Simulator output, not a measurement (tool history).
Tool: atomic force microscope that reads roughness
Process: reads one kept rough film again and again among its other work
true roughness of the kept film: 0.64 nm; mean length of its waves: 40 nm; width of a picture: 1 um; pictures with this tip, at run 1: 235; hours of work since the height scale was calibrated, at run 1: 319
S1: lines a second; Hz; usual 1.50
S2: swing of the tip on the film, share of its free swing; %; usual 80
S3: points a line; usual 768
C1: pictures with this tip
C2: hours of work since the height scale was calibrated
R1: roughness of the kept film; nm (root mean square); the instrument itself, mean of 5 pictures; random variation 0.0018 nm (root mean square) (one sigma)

run 1 hour=0.0 | S1=1.50 S2=80 S3=768 | C1=235 C2=319 | R1=0.587
run 2 hour=18.3 | S1=1.50 S2=80 S3=768 | C1=248 C2=327 | R1=0.583
run 3 hour=40.1 | S1=1.50 S2=80 S3=768 | C1=264 C2=336 | R1=0.582
run 4 hour=57.0 | S1=1.50 S2=80 S3=768 | C1=276 C2=344 | R1=0.585
run 5 hour=74.3 | S1=1.50 S2=88 S3=768 | C1=288 C2=351 | R1=0.568
-- hour=77.3 height scale calibrated on a step standard
run 6 hour=87.9 | S1=1.50 S2=88 S3=768 | C1=297 C2=5 | R1=0.564
run 7 hour=107.2 | S1=1.50 S2=80 S3=262 | C1=311 C2=13 | R1=0.577
run 8 hour=122.4 | S1=1.66 S2=80 S3=707 | C1=322 C2=20 | R1=0.575
run 9 hour=141.1 | S1=1.66 S2=80 S3=787 | C1=335 C2=28 | R1=0.575
run 10 hour=160.1 | S1=1.43 S2=59 S3=493 | C1=348 C2=36 | R1=0.603
run 11 hour=169.9 | S1=1.50 S2=61 S3=536 | C1=355 C2=40 | R1=0.605

Run 12 comes next. What will it give?
run 12 hour=190.8 | S1=1.50 S2=61 S3=536 | C1=370 C2=49 | R1=?

{"run 12": {"R1": 0.604}}
Without the tool's hidden state the same run would have given R1 0.621 nm (root mean square).

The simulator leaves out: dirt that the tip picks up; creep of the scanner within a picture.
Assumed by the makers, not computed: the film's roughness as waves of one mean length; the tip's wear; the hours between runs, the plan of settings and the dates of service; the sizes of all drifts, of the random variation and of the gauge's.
